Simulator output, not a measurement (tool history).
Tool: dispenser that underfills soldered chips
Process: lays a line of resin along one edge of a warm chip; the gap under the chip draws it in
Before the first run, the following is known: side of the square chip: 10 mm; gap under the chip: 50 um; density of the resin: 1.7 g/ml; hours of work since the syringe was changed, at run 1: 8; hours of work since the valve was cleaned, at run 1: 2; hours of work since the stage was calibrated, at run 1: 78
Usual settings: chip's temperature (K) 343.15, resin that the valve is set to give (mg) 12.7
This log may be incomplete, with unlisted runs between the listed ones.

| run | hour | chip's temperature (K) | resin that the valve is set to give (mg) | hours of work since the syringe was changed | hours of work since the valve was cleaned | hours of work since the stage was calibrated | time until the resin shows at the far edge (s) | resin that the valve gave (mg) |
|---|---|---|---|---|---|---|---|---|
| 1 | 0 | 343.15 | 12.7 | 8 | 2 | 78 | 67.4 | 12.69 |
| 2 | 4.1 | 343.15 | 12.7 | 10 | 5 | 81 | 77.4 | 12.62 |
|  | 5.8 | new syringe of resin |
| 3 | 12 | 343.15 | 12.7 | 4 | 10 | 86 | 57.9 | 12.57 |
| 4 | 19.9 | 343.15 | 11.2 | 10 | 16 | 92 | 78.4 | 10.97 |
|  | 22.2 | new syringe of resin |
| 5 | 28.1 | 343.15 | 11.4 | 4 | 21 | 97 | 57.5 | 11.16 |
| 6 | 33.7 | 343.15 | 11.4 | 8 | 25 | 101 | 69.9 | 11.17 |
|  | 39 | new syringe of resin |
| 7 | 43.7 | 343.15 | 12.7 | 3 | 32 | 108 | 54.6 | 12.29 |
| 8 | 50.8 | 343.15 | 12.7 | 8 | 37 | 113 | 71.1 | 12.18 |
|  | 55.4 | new syringe of resin |
| 9 | 58 | 343.15 | 12.7 | 2 | 42 | 118 | 50.7 | 12.11 |
| 10 | 65.6 | 343.15 | 15.6 | 7 | 47 | 123 | 63.5 | 14.92 |
|  | 71.9 | new syringe of resin |
| 11 | 74.4 | 343.15 | 14.2 | 2 | 53 | 129 | 51.2 | 13.43 |
| 12 | 82.3 | 343.15 | 12.7 | 7 | 59 | 134 | 68.5 | 12.01 |
|  | 85.7 | dispensing valve cleaned and set on the balance |
| 13 | 87.5 | 343.15 | 12.7 | 10 | 1 | 137 | 76.4 | 12.74 |
|  | 89.6 | new syringe of resin |
| 14 | 95.6 | 343.15 | 12.7 | 4 | 7 | 143 | 57.5 | 12.59 |
| 15 | 103.3 | 343.15 | 12.7 | 10 | 12 | 148 | 74.4 | 12.59 |
|  | 106.1 | new syringe of resin |
| 16 | 112.4 | 343.15 | 12.7 | 4 | 18 | 154 | 59.1 | 12.49 |
| 17 | 117.4 | 343.15 | 12.7 | 8 | 22 | 158 | 70.6 | 12.45 |
|  | 122.5 | new syringe of resin |
| 18 | 123.4 | 343.15 | 12.7 | 1 | 26 | 162 | 48.8 | 12.37 |
| 19 | 131.9 | 343.15 | 12.7 | 7 | 32 | 168 | 64 | 12.34 |
|  | 138.7 | new syringe of resin |
| 20 | 138.7 | 334.15 | 13.6 | 0 | 36 | 172 | 65.3 | 13.18 |
| 21 | 145 | 350.15 | 11.3 | 4 | 41 | 177 | 47.4 | 10.95 |
| 22 | 153 | 354.15 | 14.8 | 10 | 46 | 182 | 51.9 | 14.11 |
|  | 155.5 | new syringe of resin |
| 23 | 162 | 355.15 | 14.8 | 5 | 52 | 188 | 37.5 | 14.09 |
| 24 | 168.8 | 332.15 | 13.9 | 9 | 57 | 193 | 108.4 | 13.11 |
|  | 171.6 | new syringe of resin |
|  | 174.8 | dispensing valve cleaned and set on the balance |
| 25 | 175.2 | 343.15 | 15.1 | 2 | 0 | 197 | 49.8 | 15.03 |
| 26 | 182.7 | 346.15 | 15.8 | 7 | 6 | 202 | 58.8 | 15.63 |
|  | 189.2 | new syringe of resin |
| 27 | 192 | 343.15 | 15.8 | 2 | 12 | 208 | 50.9 | 15.59 |
| 28 | 198.3 | 338.15 | 12.7 | 6 | 16 | 213 | 76.4 | 12.48 |
| 29 | 203.1 | 337.15 | 15.7 | 10 | 20 | 216 | 90.4 | 15.34 |
|  | 205.4 | new syringe of resin |
| 30 | 209.9 | 331.15 | 14.6 | 3 | 24 | 221 | 83.6 | 14.21 |
| 31 | 217 | 330.15 | 13.5 | 8 | 29 | 226 | 112.8 | 13.05 |
|  | 222.1 | new syringe of resin |
| 32 | 223.3 | 336.15 | 13 | 1 | 33 | 230 | 63.1 | 12.59 |
| 33 | 228 | 346.15 | 16.1 | 4 | 37 | 233 | 49.4 | 15.49 |
| 34 | 236.7 | 332.15 | 10.8 | 10 | 43 | 239 | 121.8 | 10.32 |
|  | 238.6 | new syringe of resin |
| 35 | 244.5 | 353.15 | 14.6 | 4 | 48 | 245 | 40.3 | 13.98 |
| 36 | 254.1 | 353.15 | 14.6 | 11 | 55 | 251 | 55.3 | 13.83 |

What if the next run were any one of these 4? Each begins from the tool's condition after run 36:
|  | 255.1 | new syringe of resin |
| A | 261.3 | 353.15 | 15.6 | 4 | 60 | 256 | ? | ? |
|  | 255.1 | new syringe of resin |
| B | 261.3 | 350.15 | 11.5 | 4 | 60 | 256 | ? | ? |
|  | 255.1 | new syringe of resin |
| C | 261.3 | 349.15 | 11 | 4 | 60 | 256 | ? | ? |
|  | 255.1 | new syringe of resin |
| D | 261.3 | 333.15 | 12.7 | 4 | 60 | 256 | ? | ? |

| run | time until the resin shows at the far edge (s) | resin that the valve gave (mg) |
|---|---|---|
| A | 39.7 | 14.67 |
| B | 47 | 10.78 |
| C | 49.3 | 10.39 |
| D | 84.4 | 11.96 |
Had the tool no hidden state, the same runs would have come out as:
| run | time until the resin shows at the far edge (s) | resin that the valve gave (mg) |
|---|---|---|
| A | 31.3 | 15.58 |
| B | 36.5 | 11.45 |
| C | 38.1 | 11.03 |
| D | 65.7 | 12.71 |

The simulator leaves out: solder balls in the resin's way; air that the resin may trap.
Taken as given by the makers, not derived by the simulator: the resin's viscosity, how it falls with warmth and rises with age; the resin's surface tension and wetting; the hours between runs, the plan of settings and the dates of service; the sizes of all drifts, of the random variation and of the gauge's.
